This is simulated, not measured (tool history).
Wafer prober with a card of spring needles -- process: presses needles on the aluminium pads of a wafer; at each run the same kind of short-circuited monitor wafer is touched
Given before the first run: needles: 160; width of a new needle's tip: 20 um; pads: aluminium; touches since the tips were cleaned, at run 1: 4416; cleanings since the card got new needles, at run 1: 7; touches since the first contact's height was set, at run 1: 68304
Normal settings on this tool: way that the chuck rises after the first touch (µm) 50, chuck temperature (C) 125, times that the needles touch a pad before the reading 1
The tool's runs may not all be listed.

run	hour	way that the chuck rises after the first touch (µm)	chuck temperature (C)	times that the needles touch a pad before the reading	touches since the tips were cleaned	cleanings since the card got new needles	touches since the first contact's height was set	resistance of one needle with its contact and lead (mohm)	way that a needle slides on the pad (µm)
1	0	50	125	1	4416	7	68304	163	7.46
# hour 13.3: tips cleaned on abrasive film
2	20.4	50	125	1	1887	8	73704	163	7.44
# hour 44.3: tips cleaned on abrasive film
3	47.2	50	125	1	772	9	80813	165	7.49
4	68.9	50	125	1	6546	9	86587	166	7.5
# hour 75.1: tips cleaned on abrasive film
5	87.7	50	101	1	3362	10	91560	158	7.58
6	102.8	50	89	1	7383	10	95581	155	7.52
# hour 104.6: tips cleaned on abrasive film
7	114.3	50	89	1	2580	11	98608	155	7.56
# hour 134.6: tips cleaned on abrasive film
8	139.5	50	125	1	1287	12	105284	163	7.59
9	159.9	50	125	1	6716	12	110713	163	7.62
# hour 165.7: tips cleaned on abrasive film
10	185	50	125	1	5134	13	117369	162	7.68
# hour 195.5: tips cleaned on abrasive film
11	211.3	50	125	1	4189	14	124327	163	7.65
# hour 224.8: tips cleaned on abrasive film
12	224.8	50	125	1	0	15	127919	163	7.65
13	244	50	125	1	5090	15	133009	163	7.63
# hour 254.4: tips cleaned on abrasive film
14	254.8	53	125	1	127	16	135869	159	8.09
15	265.7	53	125	1	3019	16	138761	163	8.14
16	280.1	50	125	1	6856	16	142598	163	7.73
# hour 283.2: gauge calibrated
# hour 285.6: tips cleaned on abrasive film
17	302.7	50	125	1	4526	17	148568	164	7.44
18	313.7	50	46	1	7470	17	151512	151	7.47
# hour 315.5: tips cleaned on abrasive film
19	327.1	50	46	1	3093	18	155051	151	7.56
20	344.3	30	33	1	7655	18	159613	163	4.52
# hour 346.1: tips cleaned on abrasive film
21	355.2	50	125	2	2427	19	162495	162	7.49
# hour 376.4: tips cleaned on abrasive film
22	380	50	125	2	944	20	169061	160	7.55
23	393.5	50	41	2	4545	20	172662	147	7.54
# hour 407.6: tips cleaned on abrasive film
24	417	50	41	2	2504	21	178881	147	7.59
# hour 437.2: tips cleaned on abrasive film
25	441.6	50	41	2	1174	22	185398	148	7.65
26	460.9	42	59	1	6323	22	190547	155	6.42
# hour 466.6: tips cleaned on abrasive film
27	482.9	33	59	1	4321	23	196361	164	5.04
# hour 496.4: tips cleaned on abrasive film
28	496.6	47	47	1	52	24	199979	151	7.17
29	521.5	30	68	2	6695	24	206622	171	4.59
# hour 527.6: tips cleaned on abrasive film
30	544	30	68	2	4365	25	212566	170	4.61
# hour 556.9: tips cleaned on abrasive film
31	558.7	55	68	2	482	26	216450	148	8.46
32	578.6	30	37	1	5785	26	221753	163	4.61
# hour 587.7: tips cleaned on abrasive film
33	592.8	30	37	1	1355	27	225504	162	4.69
# hour 618.1: tips cleaned on abrasive film
34	619	38	36	1	225	28	232435	155	5.87
35	639.6	38	36	1	5715	28	237925	155	5.89

How would selected steps in way that a needle slides on the pad (µm) from run to run divide? Give the signed amount a tool lacking its hidden state would still show from settings, what came in and random variation, and the signed amount left for the hidden state, including any gauge scatter that is not in both of the compared results.
Hidden conditions of the tool in this case: debris on the tips, nm; way that the needles fall short of the set height, um; tips' diameter, um; drift of the gauge itself on contact_mohm, %; drift of the gauge itself on scrub_um, %.
Run 16 -> 17: gauge calibrated, tips cleaned on abrasive film. way that a needle slides on the pad (µm) -0.29: hidden state -0.21, all else -0.08.
Run 19 -> 20: way that the chuck rises after the first touch (µm) 50 -> 30, chuck temperature (C) 46 -> 33. way that a needle slides on the pad (µm) -3.04: hidden state +0, all else -3.04.
Run 30 -> 31: way that the chuck rises after the first touch (µm) 30 -> 55, tips cleaned on abrasive film. way that a needle slides on the pad (µm) +3.85: hidden state +0.12, all else +3.73.
Run 31 -> 32: way that the chuck rises after the first touch (µm) 55 -> 30, chuck temperature (C) 68 -> 37, times that the needles touch a pad before the reading 2 -> 1. way that a needle slides on the pad (µm) -3.85: hidden state -0.1, all else -3.75.
